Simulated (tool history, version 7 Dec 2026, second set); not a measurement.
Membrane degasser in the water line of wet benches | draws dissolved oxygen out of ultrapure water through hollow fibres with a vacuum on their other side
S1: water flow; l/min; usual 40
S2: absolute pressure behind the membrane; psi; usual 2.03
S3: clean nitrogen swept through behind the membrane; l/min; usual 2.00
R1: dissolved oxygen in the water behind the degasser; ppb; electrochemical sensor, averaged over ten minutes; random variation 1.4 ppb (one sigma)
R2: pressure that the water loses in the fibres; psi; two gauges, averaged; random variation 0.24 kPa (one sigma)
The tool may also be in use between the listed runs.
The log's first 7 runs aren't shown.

{"run": 8, "day": 25.417, "S1": 26, "S2": 2.03, "S3": 2.0, "R1": 316.6, "R2": 5.668}
{"run": 9, "day": 30.346, "S1": 26, "S2": 2.03, "S3": 4.17, "R1": 161.9, "R2": 5.609}
{"run": 10, "day": 33.629, "S1": 24, "S2": 2.03, "S3": 2.0, "R1": 295.9, "R2": 5.213}
{"run": 11, "day": 37.538, "S1": 24, "S2": 3.48, "S3": 2.0, "R1": 549.2, "R2": 5.261}
{"run": 12, "day": 43.033, "S1": 24, "S2": 3.48, "S3": 2.0, "R1": 547.0, "R2": 5.176}
{"run": 13, "day": 45.85, "S1": 24, "S2": 3.48, "S3": 2.0, "R1": 549.0, "R2": 5.189}
{"run": 14, "day": 48.446, "S1": 24, "S2": 3.48, "S3": 2.0, "R1": 548.6, "R2": 5.24}
{"run": 15, "day": 51.846, "S1": 24, "S2": 3.48, "S3": 2.0, "R1": 550.2, "R2": 5.221}
{"run": 16, "day": 55.496, "S1": 37, "S2": 3.48, "S3": 2.0, "R1": 796.5, "R2": 8.032}
{"run": 17, "day": 60.675, "S1": 37, "S2": 3.48, "S3": 2.0, "R1": 800.9, "R2": 8.028}
{"run": 18, "day": 63.204, "S1": 49, "S2": 3.97, "S3": 3.81, "R1": 687.4, "R2": 10.605}
{"run": 19, "day": 68.075, "S1": 49, "S2": 3.97, "S3": 3.81, "R1": 685.5, "R2": 10.588}
{"run": 20, "day": 70.4, "S1": 40, "S2": 4.22, "S3": 3.25, "R1": 692.7, "R2": 8.662}
{"run": 21, "day": 73.783, "S1": 46, "S2": 4.57, "S3": 2.0, "R1": 1258.6, "R2": 9.973}
{"run": 22, "day": 79.221, "S1": 56, "S2": 4.18, "S3": 1.85, "R1": 1412.9, "R2": 12.08}
{"run": 23, "day": 82.338, "S1": 38, "S2": 1.84, "S3": 2.0, "R1": 396.6, "R2": 8.176}
{"day": 84.183, "done": "vacuum gauge calibrated"}
{"run": 24, "day": 84.621, "S1": 38, "S2": 1.84, "S3": 2.0, "R1": 396.5, "R2": 8.173}
{"run": 25, "day": 88.183, "S1": 53, "S2": 1.99, "S3": 4.94, "R1": 284.8, "R2": 11.433}
{"run": 26, "day": 93.575, "S1": 53, "S2": 1.99, "S3": 4.94, "R1": 286.3, "R2": 11.445}
{"run": 27, "day": 96.15, "S1": 39, "S2": 4.57, "S3": 2.0, "R1": 1093.9, "R2": 8.383}
{"run": 28, "day": 101.233, "S1": 39, "S2": 4.57, "S3": 2.0, "R1": 1093.3, "R2": 8.414}
{"run": 29, "day": 104.238, "S1": 36, "S2": 3.87, "S3": 2.34, "R1": 764.0, "R2": 7.684}
{"run": 30, "day": 108.954, "S1": 36, "S2": 3.87, "S3": 2.34, "R1": 764.1, "R2": 7.728}
{"run": 31, "day": 114.188, "S1": 36, "S2": 3.87, "S3": 2.34, "R1": 764.2, "R2": 7.738}

Forecast each of these 4 alternatives for the next run:
{"run": "A", "day": 118.871, "S1": 28, "S2": 3.87, "S3": 3.61, "R1": "?", "R2": "?"}
{"run": "B", "day": 118.871, "S1": 50, "S2": 3.87, "S3": 2.34, "R1": "?", "R2": "?"}
{"run": "C", "day": 118.871, "S1": 55, "S2": 1.28, "S3": 2.34, "R1": "?", "R2": "?"}
{"run": "D", "day": 118.871, "S1": 60, "S2": 2.03, "S3": 1.18, "R1": "?", "R2": "?"}

run=A R1=417.3 R2=5.978
run=B R1=1005.8 R2=10.686
run=C R1=309.0 R2=11.796
run=D R1=982.0 R2=12.784
Without the tool's hidden state the same runs would have given:
run=A R1=417.3 R2=6.142
run=B R1=1005.8 R2=10.978
run=C R1=309.0 R2=12.119
run=D R1=982.0 R2=13.133
